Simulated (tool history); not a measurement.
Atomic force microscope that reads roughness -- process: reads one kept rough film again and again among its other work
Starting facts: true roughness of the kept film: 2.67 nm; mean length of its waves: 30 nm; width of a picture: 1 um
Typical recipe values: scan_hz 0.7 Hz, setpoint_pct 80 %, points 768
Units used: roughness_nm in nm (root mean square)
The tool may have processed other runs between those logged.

run	day	scan_hz	setpoint_pct	points	roughness_nm
1	0	0.7	80	768	2.184
2	2.383	0.591	80	768	2.054
3	3.671	0.636	80	768	1.993
4	5.675	0.636	80	768	1.901
# day 6.842: new tip fitted
5	6.842	0.7	80	768	2.259
6	7.825	0.7	68	768	2.277
7	10.212	0.7	68	768	2.156
8	12.2	0.7	80	768	1.979
9	13.729	0.7	80	768	1.902
# day 13.896: height scale calibrated on a step standard
# day 15.442: new tip fitted
10	16.038	0.7	80	768	2.213
11	17.9	0.7	74	768	2.144
12	20.071	0.7	80	768	2.006
# day 21.021: height scale calibrated on a step standard, once more
13	22.379	0.7	80	491	1.919
# day 24.096: new tip fitted
14	24.179	0.7	80	491	2.255
15	26.404	0.7	69	768	2.206
16	28.275	0.7	87	768	2.005
17	30.571	0.7	77	649	1.944
# day 32.642: new tip fitted
18	32.642	0.7	77	649	2.321
19	34.717	0.7	77	649	2.192
20	36.258	0.7	77	649	2.109
21	37.929	1.369	80	271	1.873
22	40.238	3.57	83	567	1.455
# day 41.25: new tip fitted
23	41.392	3.362	83	637	1.789
24	43.142	3.362	65	637	2.047
25	45.4	3.362	56	637	2.045

Run 26 has not been measured yet. What should we expect?
26	47.379	3.362	56	637	?

Run 26 gave roughness_nm 1.933 nm (root mean square).
On a tool with no hidden condition, and with the same random variation, this run would have come out at roughness_nm 2.285 nm (root mean square).

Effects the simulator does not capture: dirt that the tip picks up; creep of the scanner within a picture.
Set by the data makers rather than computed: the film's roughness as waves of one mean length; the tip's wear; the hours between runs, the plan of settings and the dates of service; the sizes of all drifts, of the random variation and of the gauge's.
